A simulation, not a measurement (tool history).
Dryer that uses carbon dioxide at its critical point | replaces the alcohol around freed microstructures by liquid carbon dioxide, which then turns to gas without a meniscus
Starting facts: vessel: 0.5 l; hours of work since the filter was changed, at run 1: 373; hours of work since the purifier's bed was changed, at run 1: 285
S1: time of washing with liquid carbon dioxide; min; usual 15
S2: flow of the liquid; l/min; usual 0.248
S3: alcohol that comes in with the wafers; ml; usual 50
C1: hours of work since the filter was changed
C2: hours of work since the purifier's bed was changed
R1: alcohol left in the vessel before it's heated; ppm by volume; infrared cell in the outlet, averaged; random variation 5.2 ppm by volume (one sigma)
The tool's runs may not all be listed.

run,hour,S1,S2,S3,C1,C2,R1
1,0,15,0.248,50,373,285,214
2,10.5,15,0.248,48,380,292,216
3,23.3,15,0.248,50,389,301,219
4,34.3,15,0.176,50,397,309,1219
5,42.4,15,0.248,22,402,315,142
6,55.7,15,0.248,36,412,324,183
7,67.1,15,0.248,36,420,332,185
8,77.2,15,0.248,36,427,339,190
9,88.5,15,0.248,36,434,347,197
10,101.4,15,0.248,36,443,356,203
11,113.9,15,0.248,36,452,365,202
12,124.8,15,0.248,36,460,372,204
13,135,15,0.189,36,467,379,714
14,141.7,24,0.189,29,472,384,93
15,148.1,24,0.189,29,476,389,94
16,159.5,12,0.248,55,484,397,833
17,167,19,0.397,104,489,402,75
18,174.4,12,0.153,67,495,407,6528
19,182,12,0.153,67,500,412,6713
# hour 194.6: inlet filter changed
20,195.3,9,0.181,90,0,421,8182
21,202.2,9,0.181,90,5,426,8630
22,210.2,9,0.3,67,11,431,864
23,221.2,20,0.248,40,19,439,82
24,229,11,0.248,86,24,444,1070
25,239.6,12,0.296,25,31,452,136

What differs in the tool's unlogged condition from the final listed run ahead of each entry between runs to the first listed run following it?
In the gap between runs 19 and 20: inlet filter changed (hour 194.6)
  flow that reaches the vessel past the clogged filter, %: 87 -> 99.7; alcohol in the recycled carbon dioxide, ppm: 72.1 -> 73.5
  measured minus no-state result, R1: +2471 -> +133 ppm by volume
